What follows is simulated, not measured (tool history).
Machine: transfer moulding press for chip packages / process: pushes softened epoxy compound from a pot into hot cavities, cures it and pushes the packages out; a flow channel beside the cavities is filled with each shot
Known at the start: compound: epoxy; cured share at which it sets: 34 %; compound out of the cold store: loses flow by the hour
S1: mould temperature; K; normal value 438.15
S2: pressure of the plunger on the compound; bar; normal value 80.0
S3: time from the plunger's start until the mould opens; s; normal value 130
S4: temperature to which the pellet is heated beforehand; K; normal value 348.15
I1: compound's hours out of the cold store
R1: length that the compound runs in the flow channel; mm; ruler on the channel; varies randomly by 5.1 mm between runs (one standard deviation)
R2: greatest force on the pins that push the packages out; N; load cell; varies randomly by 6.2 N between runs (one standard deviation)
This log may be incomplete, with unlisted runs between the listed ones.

run   hour      S1    S2   S3      S4    I1   R1   R2
  1    0.0  438.15  80.0  130  348.15  35.7  525  233
  2    9.7  438.15  80.0  128  348.15  39.4  502  230
  3   14.8  438.15  80.0  128  348.15  32.0  536  248
  4   23.6  438.15  80.0  128  348.15  26.6  552  240
  5   34.6  438.15  80.0  128  348.15  12.8  598  234
  6   40.7  438.15  80.0  117  348.15  47.0  485  248
  7   51.6  438.15  80.0  130  348.15  34.0  525  242
  8   60.7  438.15  80.0  130  348.15  35.4  521  247
  9   69.4  438.15  80.0  130  348.15  18.8  567  242
 10   77.8  438.15  80.0  132  348.15  22.9  553  242
 11   82.6  438.15  80.0  132  348.15  12.5  602  226
 12   94.1  438.15  80.0  132  348.15  37.7  512  233
 13  103.1  438.15  80.0  132  348.15  44.2  486  238
 14  109.7  438.15  80.0  132  348.15  10.6  600  237
 15  119.0  438.15  80.0  132  348.15  15.8  583  250
     125.3  -- cavities cleaned with cleaning compound and waxed
 16  132.4  438.15  60.7  130  348.15  23.5  476  242
 17  143.7  438.15  70.4  162  348.15  11.8  551  226
 18  148.6  444.15  92.4  137  355.15  27.1  570  216
     152.6  -- plunger's sealing rings changed
 19  156.4  443.15  80.0  130  348.15  20.8  559  222
 20  163.9  443.15  79.4  130  347.15  36.8  498  227
 21  173.5  436.15  80.0  150  348.15  15.7  595  230
 22  184.4  436.15  80.0  150  348.15  29.1  540  232
 23  194.1  435.15  80.0  130  352.15  22.2  580  248
 24  203.2  442.15  61.2  125  353.15  33.7  447  227
 25  213.7  436.15  86.9  143  348.15  14.8  612  233
 26  221.5  436.15  86.9  143  348.15  40.4  532  230
 27  228.4  434.15  80.0  130  339.15  24.3  566  286
 28  237.0  434.15  98.5  155  344.15  16.3  661  237
 29  247.5  434.15  98.5  155  344.15  13.0  666  235

Each row is a separate what-if for the run after 29, all from the same tool condition, not one after another. Results?
  A  253.3  438.15  64.9  137  347.15  40.2   ?   ?
  B  253.3  442.15  98.5  135  344.15  38.5   ?   ?
  C  253.3  438.15  80.0  126  349.15   8.7   ?   ?
  D  253.3  443.15  97.2  130  339.15  17.3   ?   ?

run   R1   R2
  A  456  234
  B  559  237
  C  615  248
  D  636  227
Had the tool no hidden state, the same runs would have come out as:
run   R1   R2
  A  457  230
  B  559  233
  C  615  244
  D  636  224
